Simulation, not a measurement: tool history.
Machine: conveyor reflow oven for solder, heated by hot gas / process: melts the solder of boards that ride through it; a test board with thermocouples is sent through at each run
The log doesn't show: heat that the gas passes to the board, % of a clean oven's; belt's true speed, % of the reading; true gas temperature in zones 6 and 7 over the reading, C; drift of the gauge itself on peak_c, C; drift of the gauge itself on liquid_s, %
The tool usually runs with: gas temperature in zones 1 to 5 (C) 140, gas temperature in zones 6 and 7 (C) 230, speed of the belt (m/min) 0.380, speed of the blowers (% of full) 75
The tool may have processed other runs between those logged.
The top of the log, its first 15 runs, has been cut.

| run | hour | gas temperature in zones 1 to 5 (C) | gas temperature in zones 6 and 7 (C) | speed of the belt (m/min) | speed of the blowers (% of full) | hours of work since the flux was cleaned out | hours of work since the belt drive was overhauled | hours of work since the thermocouples were changed | highest temperature of the board (C) | time above the solder's melting point (s) |
|---|---|---|---|---|---|---|---|---|---|---|
| 16 | 367.8 | 140 | 234 | 0.380 | 75 | 279 | 518 | 722 | 215.6 | 70.6 |
| 17 | 398.5 | 140 | 234 | 0.380 | 74 | 293 | 532 | 735 | 214.5 | 70.8 |
| 18 | 425.3 | 140 | 229 | 0.380 | 74 | 305 | 544 | 747 | 211.0 | 65.9 |
| 19 | 456.0 | 140 | 234 | 0.439 | 74 | 318 | 557 | 761 | 210.4 | 54.1 |
| 20 | 480.3 | 126 | 240 | 0.434 | 62 | 329 | 568 | 772 | 207.7 | 45.7 |
| 21 | 515.4 | 151 | 227 | 0.380 | 75 | 345 | 584 | 787 | 211.2 | 71.1 |
| 22 | 544.5 | 133 | 230 | 0.380 | 50 | 358 | 597 | 800 | 202.6 | 47.1 |
| 23 | 561.7 | 136 | 230 | 0.441 | 82 | 365 | 604 | 808 | 207.4 | 50.3 |
| 24 | 587.2 | 140 | 230 | 0.380 | 65 | 377 | 616 | 819 | 208.7 | 61.7 |
| 25 | 613.4 | 142 | 220 | 0.435 | 50 | 388 | 627 | 831 | 191.7 | 23.8 |
|  | 632.6 | flux residue cleaned out of gas plates and filters |
| 26 | 632.6 | 147 | 230 | 0.380 | 75 | 0 | 634 | 837 | 215.7 | 74.8 |
| 27 | 667.9 | 155 | 230 | 0.318 | 51 | 16 | 649 | 853 | 214.8 | 93.5 |
| 28 | 702.7 | 155 | 230 | 0.318 | 51 | 31 | 665 | 868 | 215.0 | 93.3 |
| 29 | 725.5 | 140 | 227 | 0.318 | 51 | 41 | 675 | 878 | 210.0 | 77.0 |
| 30 | 759.6 | 140 | 233 | 0.304 | 51 | 56 | 690 | 893 | 216.2 | 89.4 |

What if the next run were any one of these 4? Each begins from the tool's condition after run 30:
| A | 780.1 | 143 | 230 | 0.443 | 87 | 66 | 699 | 903 | ? | ? |
| B | 780.1 | 136 | 227 | 0.301 | 51 | 66 | 699 | 903 | ? | ? |
| C | 780.1 | 153 | 245 | 0.304 | 51 | 66 | 699 | 903 | ? | ? |
| D | 780.1 | 140 | 238 | 0.380 | 75 | 66 | 699 | 903 | ? | ? |

| run | highest temperature of the board (C) | time above the solder's melting point (s) |
|---|---|---|
| A | 212.3 | 59.3 |
| B | 210.4 | 80.4 |
| C | 228.6 | 110.1 |
| D | 221.3 | 75.7 |
With the hidden condition removed and each run's random variation left untouched, the same runs would have given:
| run | highest temperature of the board (C) | time above the solder's melting point (s) |
|---|---|---|
| A | 215.1 | 61.6 |
| B | 213.0 | 83.7 |
| C | 231.2 | 111.6 |
| D | 224.1 | 77.7 |
